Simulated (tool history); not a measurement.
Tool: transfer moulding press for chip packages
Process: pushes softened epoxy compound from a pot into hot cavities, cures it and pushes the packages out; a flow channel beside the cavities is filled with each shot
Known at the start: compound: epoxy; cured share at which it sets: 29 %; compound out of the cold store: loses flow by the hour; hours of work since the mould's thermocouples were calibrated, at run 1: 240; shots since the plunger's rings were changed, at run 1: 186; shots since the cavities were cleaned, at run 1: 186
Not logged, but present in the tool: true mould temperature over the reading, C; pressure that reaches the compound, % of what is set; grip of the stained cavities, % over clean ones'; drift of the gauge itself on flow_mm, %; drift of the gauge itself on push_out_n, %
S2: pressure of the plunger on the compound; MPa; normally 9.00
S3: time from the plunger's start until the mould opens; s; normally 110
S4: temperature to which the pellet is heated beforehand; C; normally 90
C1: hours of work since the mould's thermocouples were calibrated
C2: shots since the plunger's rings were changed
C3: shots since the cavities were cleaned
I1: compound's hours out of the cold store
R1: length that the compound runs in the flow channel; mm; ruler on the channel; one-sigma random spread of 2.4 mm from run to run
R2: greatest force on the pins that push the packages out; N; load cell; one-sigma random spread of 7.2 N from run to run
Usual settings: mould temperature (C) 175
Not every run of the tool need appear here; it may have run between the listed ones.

run 1 hour=0.0 | mould_temperature_(C)=175 S2=9.00 S3=110 S4=90 | C1=240 C2=186 C3=186 | I1=22.3 | R1=610 R2=380
run 2 hour=83.6 | mould_temperature_(C)=175 S2=9.00 S3=110 S4=90 | C1=294 C2=1041 C3=1041 | I1=25.7 | R1=596 R2=605
-- hour=91.1 cavities cleaned with cleaning compound and waxed
run 3 hour=176.4 | mould_temperature_(C)=175 S2=9.00 S3=110 S4=90 | C1=352 C2=1977 C3=874 | I1=44.5 | R1=545 R2=735
-- hour=195.4 cavities cleaned with cleaning compound and waxed
run 4 hour=219.1 | mould_temperature_(C)=175 S2=9.00 S3=110 S4=90 | C1=378 C2=2398 C3=243 | I1=19.0 | R1=598 R2=443
run 5 hour=265.3 | mould_temperature_(C)=175 S2=9.00 S3=110 S4=90 | C1=408 C2=2871 C3=716 | I1=28.0 | R1=576 R2=593
-- hour=302.8 cavities cleaned with cleaning compound and waxed
run 6 hour=337.4 | mould_temperature_(C)=175 S2=9.00 S3=110 S4=90 | C1=453 C2=3593 C3=354 | I1=8.4 | R1=616 R2=482
-- hour=359.0 plunger's sealing rings changed
run 7 hour=381.7 | mould_temperature_(C)=175 S2=9.00 S3=110 S4=90 | C1=479 C2=233 C3=782 | I1=10.7 | R1=639 R2=600
-- hour=407.0 cavities cleaned with cleaning compound and waxed, once more
run 8 hour=464.7 | mould_temperature_(C)=175 S2=9.00 S3=110 S4=90 | C1=531 C2=1068 C3=592 | I1=10.6 | R1=638 R2=560
-- hour=514.6 cavities cleaned with cleaning compound and waxed
run 9 hour=553.1 | mould_temperature_(C)=175 S2=9.00 S3=110 S4=90 | C1=587 C2=1957 C3=394 | I1=45.4 | R1=536 R2=474
-- hour=619.3 cavities cleaned with cleaning compound and waxed
run 10 hour=628.5 | mould_temperature_(C)=175 S2=9.00 S3=110 S4=90 | C1=634 C2=2713 C3=94 | I1=36.9 | R1=551 R2=358
run 11 hour=685.6 | mould_temperature_(C)=175 S2=9.00 S3=103 S4=90 | C1=670 C2=3297 C3=678 | I1=15.5 | R1=604 R2=607
-- hour=726.8 cavities cleaned with cleaning compound and waxed
-- hour=735.4 plunger's sealing rings changed
run 12 hour=752.9 | mould_temperature_(C)=175 S2=7.95 S3=110 S4=90 | C1=711 C2=179 C3=241 | I1=34.5 | R1=544 R2=426
-- hour=773.2 mould's thermocouples calibrated
run 13 hour=822.7 | mould_temperature_(C)=175 S2=7.95 S3=110 S4=90 | C1=32 C2=873 C3=935 | I1=43.0 | R1=524 R2=605
-- hour=838.5 cavities cleaned with cleaning compound and waxed
run 14 hour=893.4 | mould_temperature_(C)=175 S2=7.95 S3=110 S4=90 | C1=76 C2=1581 C3=561 | I1=21.5 | R1=569 R2=540
-- hour=944.1 cavities cleaned with cleaning compound and waxed
run 15 hour=953.3 | mould_temperature_(C)=170 S2=7.19 S3=124 S4=99 | C1=113 C2=2179 C3=93 | I1=43.1 | R1=499 R2=380
run 16 hour=996.2 | mould_temperature_(C)=175 S2=9.00 S3=138 S4=90 | C1=140 C2=2619 C3=533 | I1=18.1 | R1=605 R2=517
-- hour=1048.9 cavities cleaned with cleaning compound and waxed
run 17 hour=1082.7 | mould_temperature_(C)=181 S2=9.00 S3=116 S4=85 | C1=194 C2=3488 C3=345 | I1=37.7 | R1=537 R2=462
-- hour=1113.7 plunger's sealing rings changed
-- hour=1156.0 cavities cleaned with cleaning compound and waxed
run 18 hour=1159.5 | mould_temperature_(C)=176 S2=8.76 S3=105 S4=94 | C1=241 C2=453 C3=36 | I1=9.4 | R1=631 R2=319
run 19 hour=1231.0 | mould_temperature_(C)=175 S2=9.96 S3=110 S4=87 | C1=286 C2=1185 C3=768 | I1=22.1 | R1=633 R2=603
-- hour=1262.0 cavities cleaned with cleaning compound and waxed
run 20 hour=1281.4 | mould_temperature_(C)=175 S2=9.34 S3=110 S4=83 | C1=318 C2=1686 C3=199 | I1=42.2 | R1=564 R2=415
run 21 hour=1353.3 | mould_temperature_(C)=175 S2=9.34 S3=128 S4=90 | C1=363 C2=2422 C3=935 | I1=33.7 | R1=579 R2=590
-- hour=1369.4 cavities cleaned with cleaning compound and waxed
run 22 hour=1430.4 | mould_temperature_(C)=175 S2=7.78 S3=115 S4=90 | C1=412 C2=3195 C3=624 | I1=32.4 | R1=526 R2=566
-- hour=1473.7 cavities cleaned with cleaning compound and waxed
-- hour=1491.0 plunger's sealing rings changed
run 23 hour=1497.8 | mould_temperature_(C)=175 S2=7.78 S3=115 S4=90 | C1=452 C2=69 C3=221 | I1=31.3 | R1=550 R2=411
run 24 hour=1563.9 | mould_temperature_(C)=181 S2=9.00 S3=115 S4=89 | C1=494 C2=746 C3=898 | I1=18.3 | R1=599 R2=560
-- hour=1580.7 cavities cleaned with cleaning compound and waxed
run 25 hour=1634.2 | mould_temperature_(C)=175 S2=8.51 S3=117 S4=92 | C1=538 C2=1450 C3=548 | I1=25.8 | R1=575 R2=513
run 26 hour=1673.9 | mould_temperature_(C)=182 S2=8.12 S3=117 S4=92 | C1=563 C2=1856 C3=954 | I1=23.9 | R1=545 R2=558

Predict each of these 3 candidate next runs independently; none follows another, all start after run 26:
-- hour=1691.0 cavities cleaned with cleaning compound and waxed
run A hour=1745.8 | mould_temperature_(C)=175 S2=9.00 S3=106 S4=90 | C1=608 C2=2577 C3=561 | I1=18.7 | R1=? R2=?
-- hour=1691.0 cavities cleaned with cleaning compound and waxed
run B hour=1745.8 | mould_temperature_(C)=175 S2=9.00 S3=128 S4=98 | C1=608 C2=2577 C3=561 | I1=11.0 | R1=? R2=?
-- hour=1691.0 cavities cleaned with cleaning compound and waxed
run C hour=1745.8 | mould_temperature_(C)=182 S2=8.12 S3=117 S4=95 | C1=608 C2=2577 C3=561 | I1=35.8 | R1=? R2=?

run=A R1=599 R2=573
run=B R1=623 R2=534
run=C R1=511 R2=506
With no hidden state in the tool, these same runs would have given:
run=A R1=622 R2=321
run=B R1=647 R2=296
run=C R1=530 R2=278
